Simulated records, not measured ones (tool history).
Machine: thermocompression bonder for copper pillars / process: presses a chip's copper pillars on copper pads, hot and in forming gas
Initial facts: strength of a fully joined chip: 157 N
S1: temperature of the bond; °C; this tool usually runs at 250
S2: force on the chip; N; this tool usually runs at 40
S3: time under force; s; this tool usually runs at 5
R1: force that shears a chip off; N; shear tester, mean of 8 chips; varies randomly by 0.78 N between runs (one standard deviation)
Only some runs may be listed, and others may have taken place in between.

run	day	S1	S2	S3	R1
1	0	250	40	5	57.8
2	0.4	250	40	5	58.8
3	0.638	250	40	5	57
4	1.046	250	56	5	79.4
5	1.442	250	56	5	79.8
6	1.779	250	40	5	57.4
7	2.088	250	40	5	56.5
8	2.321	250	40	8	68.8
9	2.662	250	40	8	67.2
10	3.117	250	40	8	65.6
11	3.404	250	40	5	57.9
12	3.667	250	40	5	56.9
13	3.921	250	40	5	54.9
14	4.175	250	40	5	56.3
15	4.396	250	40	5	56.1
16	4.638	252	40	5	61.2
17	5.067	250	51	5	77.2
18	5.296	250	51	6	80.8
19	5.746	244	40	5	54.8
20	6.042	244	29	5	38.9
21	6.488	249	40	13	82.3
22	6.812	277	45	3	75.6
23	7.175	277	45	3	75.2
24	7.408	277	25	3	39.8
25	7.692	234	31	7	41.6
26	8.146	234	59	5	71.9
27	8.388	244	30	3	31.7
28	8.758	269	31	4	51.1
29	9.004	250	26	9	46.9
30	9.225	238	34	5	41.1
31	9.679	268	34	5	61.6
32	9.988	268	34	5	60.3
33	10.283	233	44	6	55.8
34	10.5	250	40	4	52.2
35	10.758	250	40	3	47.6
36	11.146	262	25	5	40.7
37	11.579	263	40	5	68.2
38	11.875	259	53	5	82.9
39	12.083	225	53	9	67.2
40	12.467	256	37	10	74.6

The log once held 3 entries between its listed runs, left out of this copy. Where does each go, and what is different about the tool's unlogged condition between the listed run before it and the listed run after it?
Runs 15 to 16: forming gas filter changed (day 4.633)
  true temperature of the bond over the reading, C: -0.6 -> -0.7; oxide that the forming gas leaves, % of the face: 8.55 -> 0.67
  measured value less the no-hidden-state value, R1: -4.9 -> -0.1 N
Runs 18 to 19: heater calibrated with a thermocouple chip (day 5.404)
  true temperature of the bond over the reading, C: -0.8 -> -1.1; force that reaches the chip, % of what is set: 100.9 -> 101; oxide that the forming gas leaves, % of the face: 1.2 -> 1.48
  measured value less the no-hidden-state value, R1: -0.5 -> -0.8 N
Runs 20 to 21: heater calibrated with a thermocouple chip, once more (day 6.162)
  true temperature of the bond over the reading, C: -1.2 -> 0.5; oxide that the forming gas leaves, % of the face: 1.71 -> 1.97
  measured value less the no-hidden-state value, R1: -0.7 -> +0 N
